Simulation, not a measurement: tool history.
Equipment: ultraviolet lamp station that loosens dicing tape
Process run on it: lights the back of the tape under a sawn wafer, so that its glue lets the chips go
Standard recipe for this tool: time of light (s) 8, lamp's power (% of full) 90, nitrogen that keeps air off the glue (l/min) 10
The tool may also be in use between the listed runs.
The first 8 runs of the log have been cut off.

run   hour  time of light (s)  lamp's power (% of full)  nitrogen that keeps air off the glue (l/min)  force that peels the tape off (N)  light that reached the tape (mJ/cm²)
  9  154.2                  8                        90                                            10                              0.338                                   366
 10  178.3                  8                        90                                            10                               0.32                                   361
 11  202.2                  8                        89                                            10                              0.344                                   358
 12  221.7                  8                        90                                            10                              0.331                                   364
 13    239                  8                        98                                            10                              0.301                                   386
 14  253.8                  8                        68                                            10                               0.52                                   269
 15  276.3                  8                        68                                            10                              0.498                                   272
 16  299.3                  8                        68                                            10                              0.511                                   266
 17  311.1                  8                        68                                            10                              0.523                                   270
 18  333.9                  9                        68                                            10                              0.427                                   304
 19  345.8                  9                        68                                            10                               0.43                                   300
 20  359.9                  8                        86                                            10                              0.361                                   338
 21  370.3                  8                        86                                            10                              0.368                                   343
 22  390.5                  6                        86                                            20                              0.402                                   254
     392.4  -- window cleaned of glue's vapour
 23  408.8                  4                        63                                             3                              2.847                                   123
 24  433.2                 11                        82                                             3                              0.516                                   435
 25  444.9                  6                        88                                            10                              0.577                                   250
     448.4  -- window cleaned of glue's vapour, once more
 26  462.1                  6                        88                                            10                              0.548                                   258
 27  474.4                  6                        62                                            18                               0.76                                   186

Run 28 has not been measured yet. What should we expect?
 28  495.8                  7                        62                                            18                                  ?                                     ?

{"run 28": {"force that peels the tape off (N)": 0.576, "light that reached the tape (mJ/cm²)": 215}}
If the tool had no hidden condition, the same run with the same run-to-run variation would have returned force that peels the tape off (N) 0.435, light that reached the tape (mJ/cm²) 253.
